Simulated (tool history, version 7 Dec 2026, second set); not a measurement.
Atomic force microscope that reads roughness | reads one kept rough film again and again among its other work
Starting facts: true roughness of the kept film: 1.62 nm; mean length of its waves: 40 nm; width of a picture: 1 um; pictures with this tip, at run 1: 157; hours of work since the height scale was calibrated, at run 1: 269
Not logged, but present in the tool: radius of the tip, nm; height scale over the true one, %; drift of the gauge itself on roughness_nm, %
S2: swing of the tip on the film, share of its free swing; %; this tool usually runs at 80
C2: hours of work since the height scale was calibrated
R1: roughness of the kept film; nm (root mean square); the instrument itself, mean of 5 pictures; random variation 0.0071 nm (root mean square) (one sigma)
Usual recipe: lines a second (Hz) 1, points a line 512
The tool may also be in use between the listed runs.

Run 1, hour 0: usual settings; pictures with this tip 157; C2 269. Result: R1 1.42 nm (root mean square).
Run 2, hour 18.4: usual settings but S2 66 %; pictures with this tip 173; C2 277. Result: R1 1.478 nm (root mean square).
Run 3, hour 30.7: usual settings but S2 66 %; pictures with this tip 184; C2 282. Result: R1 1.472 nm (root mean square).
Run 4, hour 47.7: usual settings but S2 66 %; pictures with this tip 198; C2 289. Result: R1 1.479 nm (root mean square).
Run 5, hour 56.5: usual settings but points a line 694; pictures with this tip 206; C2 292. Result: R1 1.419 nm (root mean square).
Run 6, hour 72.4: usual settings; pictures with this tip 219; C2 299. Result: R1 1.412 nm (root mean square).
At hour 73.7: new tip fitted.
Run 7, hour 92.6: usual settings; pictures with this tip 17; C2 307. Result: R1 1.462 nm (root mean square).
Run 8, hour 101.5: usual settings but S2 58 %; pictures with this tip 24; C2 311. Result: R1 1.527 nm (root mean square).
Run 9, hour 118.3: usual settings but S2 58 %; pictures with this tip 39; C2 318. Result: R1 1.539 nm (root mean square).
Run 10, hour 129.7: usual settings but lines a second (Hz) 3.58; pictures with this tip 48; C2 322. Result: R1 1.227 nm (root mean square).
Run 11, hour 148: usual settings but lines a second (Hz) 3.58; pictures with this tip 64; C2 330. Result: R1 1.234 nm (root mean square).
Run 12, hour 163.9: usual settings but lines a second (Hz) 3.58; pictures with this tip 78; C2 336. Result: R1 1.224 nm (root mean square).

Difference, measured minus no-hidden-state, one row per run. Run-to-run variation is common to both terms; the gauge's own scatter need not be:
run      R1
  1   -0.04
  2  -0.046
  3  -0.049
  4  -0.052
  5  -0.052
  6  -0.055
  7  -0.005
  8  -0.008
  9  -0.011
 10  -0.011
 11  -0.015
 12  -0.018
